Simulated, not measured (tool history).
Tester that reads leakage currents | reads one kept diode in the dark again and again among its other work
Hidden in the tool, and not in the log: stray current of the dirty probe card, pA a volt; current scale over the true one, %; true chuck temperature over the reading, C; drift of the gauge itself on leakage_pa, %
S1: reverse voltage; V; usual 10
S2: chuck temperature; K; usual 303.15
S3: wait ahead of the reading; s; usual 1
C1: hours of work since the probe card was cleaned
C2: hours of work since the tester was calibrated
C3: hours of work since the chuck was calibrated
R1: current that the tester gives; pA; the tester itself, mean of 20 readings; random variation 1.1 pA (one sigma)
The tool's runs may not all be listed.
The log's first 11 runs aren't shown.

run    hour    S1      S2    S3    C1    C2   C3      R1
 12    1016    10  303.15     1  1853   869  456  323.69
 13  1122.6    10  303.15     1  1897   912  499  319.06
     1194.9  -- chuck's temperature calibrated
 14  1211.3    10  303.15     1  1932   947    7  373.32
 15  1283.5  14.9  303.15     1  1961   977   36  432.37
 16    1390    10  303.15  8.01  2005  1020   80  362.42
 17  1478.1   7.6  294.15  4.92  2041  1056  115  155.52
 18  1580.3   7.6  294.15  4.92  2082  1098  157  153.56
 19  1661.8  16.9  294.15  2.87  2115  1131  190  217.14
 20  1759.2   1.3  324.15     1  2155  1171  230  818.81
 21  1824.1    11  311.15     1  2182  1197  256  674.08
 22  1949.1   4.8  303.15  2.13  2233  1248  307   253.6
 23  2053.4   4.8  303.15  3.29  2275  1290  350   253.2
 24  2177.5   1.8  309.15  1.64  2326  1341  400  277.55
 25  2281.7   1.8  309.15  1.64  2368  1383  443   275.5
 26  2364.8   1.2  316.15   1.7  2402  1417  477  407.94
 27  2469.4   1.3  315.15   1.7  2445  1460  519  382.82
       2499  -- chuck's temperature calibrated
 28  2551.8   1.3  315.15   1.7  2477  1493   21  443.29
 29  2615.2   5.3  316.15  1.69  2503  1519   47  796.24
     2630.4  -- probe card cleaned and baked
 30  2728.9   7.3  302.15  0.32    40  1564   92  285.69
 31  2811.2    10  303.15  5.02    74  1597  126  339.73
 32  2911.1     1  302.15  5.02   114  1638  167  133.25

5 ways to go on from here, each from the tool as it stands after run 32. What would each give?
  A  3036.6  6.6  303.15  3.53  165  1689  218   ?
  B  3036.6  6.7  303.15   6.4  165  1689  218   ?
  C  3036.6  1.2  295.15  2.17  165  1689  218   ?
  D  3036.6  3.5  303.15  0.37  165  1689  218   ?
  E  3036.6   16  330.15  0.65  165  1689  218   ?

run       R1
  A   282.93
  B   283.48
  C    76.45
  D   226.55
  E  3140.72
Without the tool's hidden state the same runs would have given:
run       R1
  A   305.84
  B   306.44
  C    83.08
  D      245
  E  3363.33

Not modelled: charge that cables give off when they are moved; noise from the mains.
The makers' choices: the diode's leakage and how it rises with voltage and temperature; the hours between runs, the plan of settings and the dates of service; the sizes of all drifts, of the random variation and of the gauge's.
